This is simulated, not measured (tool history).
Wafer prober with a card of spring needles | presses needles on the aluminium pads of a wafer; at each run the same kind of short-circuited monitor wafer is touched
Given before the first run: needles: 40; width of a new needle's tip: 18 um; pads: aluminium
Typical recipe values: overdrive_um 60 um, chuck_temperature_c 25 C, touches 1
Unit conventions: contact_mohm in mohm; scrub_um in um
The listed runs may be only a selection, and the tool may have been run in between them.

run,day,overdrive_um,chuck_temperature_c,touches,contact_mohm,scrub_um
1,0.000,60,25,1,214,13.43
# day 0.208: tips cleaned on abrasive film
# day 0.729: tips cleaned on abrasive film
2,0.933,60,25,1,208,13.29
# day 1.238: tips cleaned on abrasive film
# day 1.733: tips cleaned on abrasive film
3,1.867,60,25,1,206,13.19
# day 2.188: tips cleaned on abrasive film
4,2.521,60,25,1,223,13.21
# day 2.612: height of the first contact set anew
# day 2.700: tips cleaned on abrasive film
# day 3.183: tips cleaned on abrasive film
5,3.183,60,25,1,178,13.97
# day 3.708: tips cleaned on abrasive film
6,4.129,60,25,1,225,13.99
# day 4.188: tips cleaned on abrasive film
# day 4.688: tips cleaned on abrasive film
7,5.054,60,25,2,205,13.94
# day 5.196: tips cleaned on abrasive film
# day 5.696: tips cleaned on abrasive film
8,5.704,49,25,1,188,11.30
# day 6.188: tips cleaned on abrasive film
# day 6.642: tips cleaned on abrasive film
9,6.650,49,25,1,189,11.26
# day 7.125: tips cleaned on abrasive film
10,7.508,46,25,1,256,10.56
# day 7.608: tips cleaned on abrasive film
# day 8.062: tips cleaned on abrasive film
11,8.392,46,25,1,248,10.44
# day 8.571: tips cleaned on abrasive film
# day 9.038: tips cleaned on abrasive film
12,9.346,60,25,1,216,13.72
# day 9.558: tips cleaned on abrasive film
# day 10.017: tips cleaned on abrasive film
13,10.317,60,25,1,218,13.64
# day 10.483: tips cleaned on abrasive film
# day 10.975: tips cleaned on abrasive film
14,11.062,60,25,1,193,13.64
# day 11.471: tips cleaned on abrasive film
15,11.742,60,25,1,215,13.44
# day 11.979: tips cleaned on abrasive film
16,12.421,60,60,1,236,13.51
# day 12.483: tips cleaned on abrasive film
17,12.929,41,25,2,249,8.98
# day 13.008: tips cleaned on abrasive film
18,13.350,41,25,2,245,8.99
# day 13.458: tips cleaned on abrasive film
19,13.846,41,25,2,250,9.01
# day 13.929: tips cleaned on abrasive film
# day 14.425: tips cleaned on abrasive film
20,14.683,44,28,1,251,9.65
# day 14.908: tips cleaned on abrasive film
# day 15.400: tips cleaned on abrasive film
21,15.433,49,68,2,200,10.80
# day 15.867: tips cleaned on abrasive film
22,15.867,50,68,2,193,11.06
# day 16.321: tips cleaned on abrasive film
23,16.429,50,68,2,209,10.93
# day 16.821: tips cleaned on abrasive film
24,17.142,50,68,2,225,10.94
# day 17.300: tips cleaned on abrasive film
# day 17.817: tips cleaned on abrasive film
25,18.150,56,53,2,216,12.30
# day 18.312: tips cleaned on abrasive film
# day 18.792: tips cleaned on abrasive film
26,18.792,56,53,2,188,12.16
# day 19.242: tips cleaned on abrasive film
# day 19.696: tips cleaned on abrasive film
27,19.696,51,53,1,192,11.08
# day 20.071: height of the first contact set anew
# day 20.212: tips cleaned on abrasive film
28,20.262,55,69,3,193,12.83
# day 20.667: tips cleaned on abrasive film
# day 21.125: tips cleaned on abrasive film
29,21.150,67,124,1,199,15.68
# day 21.592: tips cleaned on abrasive film
30,22.017,53,46,2,220,12.23
# day 22.062: tips cleaned on abrasive film
# day 22.588: tips cleaned on abrasive film
31,22.958,60,37,1,227,14.00

How would selected steps in contact_mohm from run to run divide? Give the signed amount a tool lacking its hidden state would still show from settings, what came in and random variation, and the signed amount left for the hidden state, including any gauge scatter that is not in both of the compared results.
Hidden state present: debris on the tips, nm; way that the needles fall short of the set height, um; tips' diameter, um; drift of the gauge itself on contact_mohm, %; drift of the gauge itself on scrub_um, %.
Run 5 -> 6: tips cleaned on abrasive film. contact_mohm +47 mohm: hidden state +45, all else +2.
Run 9 -> 10: overdrive_um 49 -> 46, tips cleaned on abrasive film. contact_mohm +67 mohm: hidden state +66, all else +1.
Run 20 -> 21: overdrive_um 44 -> 49, chuck_temperature_c 28 -> 68, touches 1 -> 2, tips cleaned on abrasive film, tips cleaned on abrasive film. contact_mohm -51 mohm: hidden state -58, all else +7.

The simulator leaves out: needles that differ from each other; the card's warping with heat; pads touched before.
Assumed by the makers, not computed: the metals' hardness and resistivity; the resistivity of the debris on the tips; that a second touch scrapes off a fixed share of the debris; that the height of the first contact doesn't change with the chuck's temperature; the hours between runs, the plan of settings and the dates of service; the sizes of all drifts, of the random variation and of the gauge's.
